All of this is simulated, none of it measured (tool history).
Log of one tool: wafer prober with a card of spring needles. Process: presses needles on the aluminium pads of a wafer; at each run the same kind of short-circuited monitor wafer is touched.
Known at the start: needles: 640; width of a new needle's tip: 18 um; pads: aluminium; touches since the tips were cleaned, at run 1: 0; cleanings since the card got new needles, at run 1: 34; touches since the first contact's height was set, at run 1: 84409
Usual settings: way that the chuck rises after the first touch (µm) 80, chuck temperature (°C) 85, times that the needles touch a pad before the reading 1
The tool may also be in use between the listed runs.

run	hour	way that the chuck rises after the first touch (µm)	chuck temperature (°C)	times that the needles touch a pad before the reading	touches since the tips were cleaned	cleanings since the card got new needles	touches since the first contact's height was set	resistance of one needle with its contact and lead (mohm)	way that a needle slides on the pad (µm)
1	0.0	80	85	1	0	34	84409	214	12.01
# hour 3.3: tips cleaned on abrasive film
# hour 6.7: tips cleaned on abrasive film
2	8.7	80	85	1	1391	36	90340	212	11.99
# hour 9.8: tips cleaned on abrasive film
# hour 13.2: tips cleaned on abrasive film
# hour 16.5: tips cleaned on abrasive film
3	17.5	80	49	1	728	39	96332	204	11.95
# hour 19.6: tips cleaned on abrasive film
# hour 23.1: tips cleaned on abrasive film
4	26.0	80	49	1	1974	41	102132	202	12.04
# hour 26.8: tips cleaned on abrasive film
# hour 29.9: tips cleaned on abrasive film
5	32.6	80	85	1	1840	43	106621	212	11.97
# hour 33.3: tips cleaned on abrasive film
# hour 33.6: height of the first contact set anew
# hour 36.9: tips cleaned on abrasive film
6	38.2	80	60	1	941	45	3164	203	11.97
# hour 40.4: tips cleaned on abrasive film
# hour 43.8: tips cleaned on abrasive film
# hour 47.4: tips cleaned on abrasive film
7	48.1	80	60	1	544	48	9891	210	12.03
# hour 50.8: tips cleaned on abrasive film
8	52.9	80	60	1	1453	49	13162	206	12.02
# hour 54.2: tips cleaned on abrasive film
# hour 57.8: tips cleaned on abrasive film
# hour 61.1: tips cleaned on abrasive film
9	62.3	80	60	1	866	52	19554	206	11.91
# hour 64.4: tips cleaned on abrasive film
# hour 67.9: tips cleaned on abrasive film
# hour 70.9: tips cleaned on abrasive film
10	72.3	80	60	1	1003	55	26395	203	12.03
# hour 74.6: tips cleaned on abrasive film
# hour 77.9: tips cleaned on abrasive film
11	79.4	80	102	1	1079	57	31201	216	11.90
# hour 81.0: tips cleaned on abrasive film
# hour 84.2: tips cleaned on abrasive film
12	84.9	80	102	1	484	59	34918	217	12.06
# hour 87.4: tips cleaned on abrasive film
# hour 90.6: tips cleaned on abrasive film
13	91.7	80	85	1	795	61	39588	214	12.11
# hour 94.1: tips cleaned on abrasive film
# hour 97.8: tips cleaned on abrasive film
14	97.8	88	85	1	0	63	43664	215	13.12
# hour 100.9: tips cleaned on abrasive film
15	103.0	88	85	1	1503	64	47282	210	13.23
# hour 104.4: tips cleaned on abrasive film
# hour 107.9: tips cleaned on abrasive film
# hour 111.1: tips cleaned on abrasive film
16	113.3	80	35	3	1573	67	54317	204	12.00
# hour 114.7: tips cleaned on abrasive film
# hour 118.3: tips cleaned on abrasive film
17	119.7	63	105	1	963	69	58624	220	9.58
# hour 122.0: tips cleaned on abrasive film
18	124.6	73	83	1	1818	70	61976	210	10.96
# hour 125.4: tips cleaned on abrasive film
# hour 128.8: tips cleaned on abrasive film
19	130.2	73	83	1	920	72	65764	214	10.91
# hour 132.6: tips cleaned on abrasive film
# hour 135.8: tips cleaned on abrasive film
20	137.9	73	83	1	1410	74	71032	214	10.97
# hour 139.1: tips cleaned on abrasive film
# hour 142.4: tips cleaned on abrasive film
# hour 145.9: tips cleaned on abrasive film
21	146.8	73	44	1	688	77	77131	203	10.91
# hour 149.1: tips cleaned on abrasive film
# hour 152.1: tips cleaned on abrasive film
22	152.8	89	60	2	440	79	81146	202	13.36
# hour 155.4: tips cleaned on abrasive film
# hour 158.9: tips cleaned on abrasive film
23	159.6	80	94	1	496	81	85774	214	11.94
# hour 162.5: tips cleaned on abrasive film
# hour 166.0: tips cleaned on abrasive film
24	166.0	87	54	2	0	83	90142	209	12.89
# hour 169.5: tips cleaned on abrasive film
# hour 172.7: tips cleaned on abrasive film
25	173.3	80	85	2	400	85	95139	212	12.11
# hour 175.9: tips cleaned on abrasive film
26	178.8	80	85	2	1992	86	98890	215	12.12
# hour 179.4: tips cleaned on abrasive film
# hour 182.9: tips cleaned on abrasive film
27	183.2	72	45	2	200	88	101848	207	10.93
# hour 185.9: tips cleaned on abrasive film
# hour 189.5: tips cleaned on abrasive film
28	189.5	63	45	2	24	90	106143	207	9.54
# hour 190.9: height of the first contact set anew
# hour 193.0: tips cleaned on abrasive film
29	195.5	63	45	2	1742	91	3142	207	9.49
# hour 196.3: tips cleaned on abrasive film
# hour 199.9: tips cleaned on abrasive film
30	200.9	66	73	2	737	93	6795	207	9.84

Branching from run 30: 4 alternative next runs. What would each branch give?
# hour 203.2: tips cleaned on abrasive film
# hour 206.8: tips cleaned on abrasive film
A	208.3	80	85	2	1012	95	11831	?	?
# hour 203.2: tips cleaned on abrasive film
# hour 206.8: tips cleaned on abrasive film
B	208.3	71	38	1	1012	95	11831	?	?
# hour 203.2: tips cleaned on abrasive film
# hour 206.8: tips cleaned on abrasive film
C	208.3	66	73	3	1012	95	11831	?	?
# hour 203.2: tips cleaned on abrasive film
# hour 206.8: tips cleaned on abrasive film
D	208.3	66	54	3	1012	95	11831	?	?

run	resistance of one needle with its contact and lead (mohm)	way that a needle slides on the pad (µm)
A	208	12.02
B	202	10.75
C	212	9.94
D	206	9.91
Stripped of hidden state, with their random variation kept, the same runs would have yielded:
run	resistance of one needle with its contact and lead (mohm)	way that a needle slides on the pad (µm)
A	208	12.02
B	202	10.75
C	212	9.94
D	206	9.92
